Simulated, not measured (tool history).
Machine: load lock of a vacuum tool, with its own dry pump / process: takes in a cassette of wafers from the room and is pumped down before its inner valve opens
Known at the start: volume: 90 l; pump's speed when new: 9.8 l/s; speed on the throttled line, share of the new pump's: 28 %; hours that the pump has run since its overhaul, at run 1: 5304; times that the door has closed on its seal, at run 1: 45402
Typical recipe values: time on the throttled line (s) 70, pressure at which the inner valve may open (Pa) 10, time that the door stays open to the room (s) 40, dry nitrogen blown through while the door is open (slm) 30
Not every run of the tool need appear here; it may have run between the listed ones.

run    hour  time on the throttled line (s)  pressure at which the inner valve may open (Pa)  time that the door stays open to the room (s)  dry nitrogen blown through while the door is open (slm)  hours that the pump has run since its overhaul  times that the door has closed on its seal  incoming humidity of the room's air, %  time from the closed door until the inner valve may open (s)  rise of the pressure with all valves shut (Pa/min)
  1       0                              70                                               10                                             40                                                       30                                            5304                                       45402                                    46.7                                                         142.7                                               0.155
  2   467.4                              70                                                9                                             40                                                       30                                            5771                                       47175                                    44.6                                                         143.2                                               0.169
  3   818.3                              70                                                9                                             40                                                       30                                            6122                                       48505                                    47.8                                                         143.4                                               0.176
  4  1085.9                              70                                               10                                             40                                                       30                                            6390                                       49520                                    44.9                                                         143.2                                               0.184
  5  1478.7                              70                                               10                                             72                                                       30                                            6783                                       51010                                    41.7                                                         142.9                                               0.195
  6  1714.6                              70                                               10                                             72                                                        5                                            7019                                       51904                                    43.9                                                         144.2                                               0.217
  7  1904.5                              70                                               10                                             72                                                        5                                            7209                                       52625                                    49.2                                                         143.8                                                0.23
  8  2145.7                              70                                                8                                             40                                                       30                                            7450                                       53540                                    46.3                                                         144.4                                               0.201
  9  2449.8                              70                                                8                                             40                                                       30                                            7754                                       54693                                    46.6                                                         146.2                                               0.209
 10  2808.9                              70                                                8                                             40                                                       30                                            8113                                       56055                                    47.4                                                         147.7                                               0.215
 11  3258.3                              70                                                8                                             40                                                       30                                            8562                                       57759                                    42.1                                                         148.1                                                0.22
 12  3662.8                              70                                               10                                             40                                                       30                                            8967                                       59293                                    44.9                                                           145                                               0.238
 13    4088                              70                                               10                                             40                                                       30                                            9392                                       60906                                    46.3                                                         145.3                                               0.247
 14  4308.9                              70                                               10                                             40                                                       30                                            9613                                       61744                                    42.7                                                         147.2                                                0.25
 15  4546.4                              70                                               10                                             40                                                       30                                            9850                                       62644                                    46.1                                                         145.9                                               0.247
 16  5003.8                              70                                               10                                             40                                                       30                                           10308                                       64379                                      43                                                         147.8                                                0.26
 17    5436                              70                                               10                                             40                                                       30                                           10740                                       66018                                    43.7                                                         146.6                                                0.27
 18  5654.3                              70                                               10                                             40                                                       30                                           10958                                       66846                                    43.9                                                         146.7                                               0.288
 19  6074.3                              70                                               10                                             40                                                       30                                           11378                                       68439                                    38.9                                                         145.9                                                0.28
 20  6486.8                              70                                               10                                             40                                                       30                                           11791                                       70003                                    42.6                                                         148.5                                               0.292
     6857.3  -- door's seal changed, seat wiped
 21  6956.8                              70                                               10                                             40                                                       30                                           12259                                         377                                    43.8                                                         148.7                                               0.025
 22  7145.7                              60                                                9                                             26                                                       11                                           12448                                        1094                                    45.8                                                         142.2                                               0.034
 23  7555.3                              70                                               19                                            147                                                       30                                           12858                                        2647                                      47                                                         140.6                                               0.055
 24  7798.7                              43                                               19                                             68                                                       30                                           13101                                        3570                                    42.1                                                         123.5                                               0.033
 25  8187.5                              48                                               10                                             26                                                       23                                           13490                                        5045                                    45.4                                                           134                                               0.022
 26  8506.4                             102                                               10                                             38                                                       30                                           13809                                        6254                                    46.8                                                         172.9                                                0.03
 27  8956.8                             105                                               10                                             40                                                        9                                           14259                                        7962                                      47                                                         173.3                                               0.057

Estimate the outcome of run 28 from the log above:
 28  9380.7                             109                                               10                                            150                                                       10                                           14683                                        9570                                    44.1                                                             ?                                                   ?

time from the closed door until the inner valve may open (s): 176.6
rise of the pressure with all valves shut (Pa/min): 0.075
Minus the tool's unlogged condition, the same run would have read time from the closed door until the inner valve may open (s) 164.5, rise of the pressure with all valves shut (Pa/min) 0.061.

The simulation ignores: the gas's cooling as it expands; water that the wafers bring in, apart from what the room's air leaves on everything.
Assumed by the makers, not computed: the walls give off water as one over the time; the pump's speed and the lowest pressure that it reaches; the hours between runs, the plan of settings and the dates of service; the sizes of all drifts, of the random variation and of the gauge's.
